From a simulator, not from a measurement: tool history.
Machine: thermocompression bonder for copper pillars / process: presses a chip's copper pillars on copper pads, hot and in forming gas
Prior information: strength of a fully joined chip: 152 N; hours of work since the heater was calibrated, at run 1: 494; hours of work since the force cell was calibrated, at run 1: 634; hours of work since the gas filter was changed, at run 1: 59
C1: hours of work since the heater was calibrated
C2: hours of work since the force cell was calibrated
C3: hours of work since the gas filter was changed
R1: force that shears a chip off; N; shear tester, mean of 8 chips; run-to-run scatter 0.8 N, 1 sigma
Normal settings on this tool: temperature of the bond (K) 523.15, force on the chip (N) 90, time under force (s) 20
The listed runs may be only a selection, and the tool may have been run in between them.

run 1 hour=0 | temperature_of_the_bond_(K)=523.15 force_on_the_chip_(N)=90 time_under_force_(s)=20 | C1=494 C2=634 C3=59 | R1=54.6
run 2 hour=26.6 | temperature_of_the_bond_(K)=523.15 force_on_the_chip_(N)=90 time_under_force_(s)=20 | C1=512 C2=653 C3=78 | R1=53.8
-- hour=46.5 heater calibrated with a thermocouple chip
run 3 hour=53.9 | temperature_of_the_bond_(K)=523.15 force_on_the_chip_(N)=90 time_under_force_(s)=20 | C1=5 C2=671 C3=96 | R1=62
run 4 hour=67.1 | temperature_of_the_bond_(K)=523.15 force_on_the_chip_(N)=90 time_under_force_(s)=20 | C1=15 C2=680 C3=105 | R1=63.2
run 5 hour=78.3 | temperature_of_the_bond_(K)=523.15 force_on_the_chip_(N)=90 time_under_force_(s)=20 | C1=23 C2=688 C3=113 | R1=61.6
run 6 hour=99.4 | temperature_of_the_bond_(K)=523.15 force_on_the_chip_(N)=90 time_under_force_(s)=20 | C1=37 C2=703 C3=128 | R1=61.1
run 7 hour=121.6 | temperature_of_the_bond_(K)=523.15 force_on_the_chip_(N)=69 time_under_force_(s)=20 | C1=53 C2=719 C3=144 | R1=51.3
run 8 hour=146.7 | temperature_of_the_bond_(K)=523.15 force_on_the_chip_(N)=69 time_under_force_(s)=48 | C1=71 C2=736 C3=162 | R1=70.8
run 9 hour=172.5 | temperature_of_the_bond_(K)=523.15 force_on_the_chip_(N)=69 time_under_force_(s)=48 | C1=89 C2=755 C3=180 | R1=69.9
run 10 hour=188.7 | temperature_of_the_bond_(K)=523.15 force_on_the_chip_(N)=60 time_under_force_(s)=20 | C1=101 C2=766 C3=191 | R1=45.8
run 11 hour=211.5 | temperature_of_the_bond_(K)=523.15 force_on_the_chip_(N)=90 time_under_force_(s)=24 | C1=117 C2=782 C3=207 | R1=62.7
run 12 hour=232.3 | temperature_of_the_bond_(K)=511.15 force_on_the_chip_(N)=65 time_under_force_(s)=12 | C1=132 C2=797 C3=222 | R1=31.4
run 13 hour=250.2 | temperature_of_the_bond_(K)=500.15 force_on_the_chip_(N)=90 time_under_force_(s)=18 | C1=144 C2=810 C3=235 | R1=38.1
run 14 hour=270.5 | temperature_of_the_bond_(K)=540.15 force_on_the_chip_(N)=104 time_under_force_(s)=28 | C1=159 C2=824 C3=249 | R1=85.1

What will run 15 give?
run 15 hour=283.6 | temperature_of_the_bond_(K)=509.15 force_on_the_chip_(N)=65 time_under_force_(s)=31 | C1=168 C2=833 C3=259 | R1=?

Run 15 measured R1 44.2 N.
If the tool had no hidden condition, the same run with the same run-to-run variation would have returned R1 49 N.
